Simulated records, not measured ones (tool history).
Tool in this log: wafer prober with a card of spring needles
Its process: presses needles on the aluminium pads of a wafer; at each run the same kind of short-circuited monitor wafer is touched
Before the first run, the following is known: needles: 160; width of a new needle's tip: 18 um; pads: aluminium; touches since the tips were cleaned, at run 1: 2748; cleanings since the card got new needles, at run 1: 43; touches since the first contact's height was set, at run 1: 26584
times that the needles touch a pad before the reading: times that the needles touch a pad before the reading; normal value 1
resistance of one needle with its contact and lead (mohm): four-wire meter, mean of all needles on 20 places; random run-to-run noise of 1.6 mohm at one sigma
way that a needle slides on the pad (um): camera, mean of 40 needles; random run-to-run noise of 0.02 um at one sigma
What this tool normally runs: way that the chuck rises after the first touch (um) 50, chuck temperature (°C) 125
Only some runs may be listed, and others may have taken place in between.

| run | hour | way that the chuck rises after the first touch (um) | chuck temperature (°C) | times that the needles touch a pad before the reading | touches since the tips were cleaned | cleanings since the card got new needles | touches since the first contact's height was set | resistance of one needle with its contact and lead (mohm) | way that a needle slides on the pad (um) |
|---|---|---|---|---|---|---|---|---|---|
| 1 | 0.0 | 50 | 125 | 1 | 2748 | 43 | 26584 | 307 | 12.30 |
|  | 3.8 | tips cleaned on abrasive film |
|  | 15.3 | tips cleaned on abrasive film |
| 2 | 15.3 | 50 | 125 | 1 | 0 | 45 | 31674 | 292 | 12.24 |
|  | 28.0 | tips cleaned on abrasive film |
| 3 | 29.6 | 50 | 32 | 1 | 552 | 46 | 36442 | 265 | 12.26 |
| 4 | 38.3 | 50 | 125 | 1 | 3475 | 46 | 39365 | 311 | 12.25 |
|  | 39.8 | tips cleaned on abrasive film |
| 5 | 47.7 | 50 | 125 | 2 | 2645 | 47 | 42491 | 300 | 12.22 |
|  | 51.6 | tips cleaned on abrasive film |
| 6 | 58.5 | 50 | 125 | 2 | 2333 | 48 | 46085 | 298 | 12.20 |
|  | 63.2 | tips cleaned on abrasive film |
| 7 | 69.0 | 50 | 39 | 1 | 1962 | 49 | 49593 | 281 | 12.19 |
|  | 74.9 | tips cleaned on abrasive film |
|  | 82.0 | tips cleaned on abrasive film, once more |
| 8 | 85.8 | 50 | 39 | 1 | 1259 | 51 | 55164 | 279 | 12.23 |
|  | 94.7 | tips cleaned on abrasive film |
| 9 | 101.3 | 51 | 39 | 1 | 2196 | 52 | 60331 | 281 | 12.42 |
|  | 106.3 | tips cleaned on abrasive film |
| 10 | 114.1 | 50 | 125 | 1 | 2625 | 53 | 64613 | 308 | 12.16 |
|  | 118.1 | tips cleaned on abrasive film |
| 11 | 125.4 | 67 | 125 | 1 | 2471 | 54 | 68385 | 297 | 16.36 |
|  | 130.2 | tips cleaned on abrasive film |
| 12 | 139.3 | 50 | 125 | 1 | 3053 | 55 | 73015 | 308 | 12.15 |
|  | 142.7 | tips cleaned on abrasive film |
| 13 | 147.8 | 50 | 125 | 1 | 1730 | 56 | 75852 | 303 | 12.17 |
|  | 155.4 | tips cleaned on abrasive film |
| 14 | 165.3 | 50 | 125 | 1 | 3326 | 57 | 81714 | 310 | 12.08 |
|  | 167.2 | tips cleaned on abrasive film |
| 15 | 177.8 | 50 | 125 | 1 | 3536 | 58 | 85858 | 309 | 12.12 |
|  | 179.2 | tips cleaned on abrasive film |
| 16 | 186.4 | 50 | 47 | 1 | 2423 | 59 | 88733 | 286 | 12.11 |
|  | 191.7 | tips cleaned on abrasive film |
| 17 | 195.2 | 68 | 115 | 2 | 1201 | 60 | 91665 | 286 | 16.55 |
|  | 204.3 | tips cleaned on abrasive film |
| 18 | 210.5 | 50 | 28 | 1 | 2104 | 61 | 96774 | 278 | 12.07 |
|  | 217.0 | tips cleaned on abrasive film |
| 19 | 223.8 | 50 | 51 | 2 | 2278 | 62 | 101196 | 279 | 12.04 |
|  | 229.5 | tips cleaned on abrasive film |
| 20 | 240.2 | 63 | 51 | 1 | 3585 | 63 | 106678 | 283 | 15.29 |
|  | 241.2 | tips cleaned on abrasive film |
|  | 253.6 | tips cleaned on abrasive film |
| 21 | 253.7 | 41 | 66 | 2 | 36 | 65 | 111169 | 278 | 9.85 |
|  | 265.3 | tips cleaned on abrasive film |
| 22 | 266.3 | 41 | 66 | 2 | 332 | 66 | 115369 | 279 | 9.77 |
|  | 277.8 | tips cleaned on abrasive film |
| 23 | 282.3 | 41 | 66 | 2 | 1522 | 67 | 120718 | 290 | 9.80 |
|  | 290.2 | tips cleaned on abrasive film |
| 24 | 292.0 | 41 | 86 | 1 | 626 | 68 | 123945 | 295 | 9.77 |
|  | 302.1 | tips cleaned on abrasive film |
| 25 | 304.7 | 61 | 125 | 1 | 866 | 69 | 128172 | 292 | 14.71 |
|  | 313.8 | tips cleaned on abrasive film |
| 26 | 315.3 | 41 | 63 | 1 | 497 | 70 | 131704 | 285 | 9.74 |
|  | 325.6 | tips cleaned on abrasive film |
| 27 | 326.1 | 41 | 63 | 1 | 178 | 71 | 135302 | 283 | 9.73 |
|  | 337.7 | tips cleaned on abrasive film |
| 28 | 341.2 | 41 | 63 | 1 | 1206 | 72 | 140365 | 294 | 9.69 |
|  | 349.7 | tips cleaned on abrasive film |
| 29 | 351.7 | 37 | 125 | 1 | 669 | 73 | 143853 | 309 | 8.71 |
| 30 | 360.7 | 37 | 125 | 1 | 3698 | 73 | 146882 | 337 | 8.72 |
|  | 362.2 | tips cleaned on abrasive film |
| 31 | 371.0 | 63 | 77 | 1 | 2958 | 74 | 150310 | 288 | 15.10 |

Branching from run 31: 4 alternative next runs. What would each branch give?
|  | 374.5 | tips cleaned on abrasive film |
| A | 381.3 | 55 | 77 | 1 | 2300 | 75 | 153746 | ? | ? |
|  | 374.5 | tips cleaned on abrasive film |
| B | 381.3 | 64 | 63 | 2 | 2300 | 75 | 153746 | ? | ? |
|  | 374.5 | tips cleaned on abrasive film |
| C | 381.3 | 47 | 125 | 2 | 2300 | 75 | 153746 | ? | ? |
|  | 374.5 | tips cleaned on abrasive film |
| D | 381.3 | 69 | 125 | 2 | 2300 | 75 | 153746 | ? | ? |

| run | resistance of one needle with its contact and lead (mohm) | way that a needle slides on the pad (um) |
|---|---|---|
| A | 292 | 13.12 |
| B | 279 | 15.36 |
| C | 301 | 11.16 |
| D | 290 | 16.61 |
Take away the tool's hidden state, keep each run's random variation, and the runs would have read:
| run | resistance of one needle with its contact and lead (mohm) | way that a needle slides on the pad (um) |
|---|---|---|
| A | 275 | 13.60 |
| B | 270 | 15.84 |
| C | 287 | 11.64 |
| D | 283 | 17.08 |
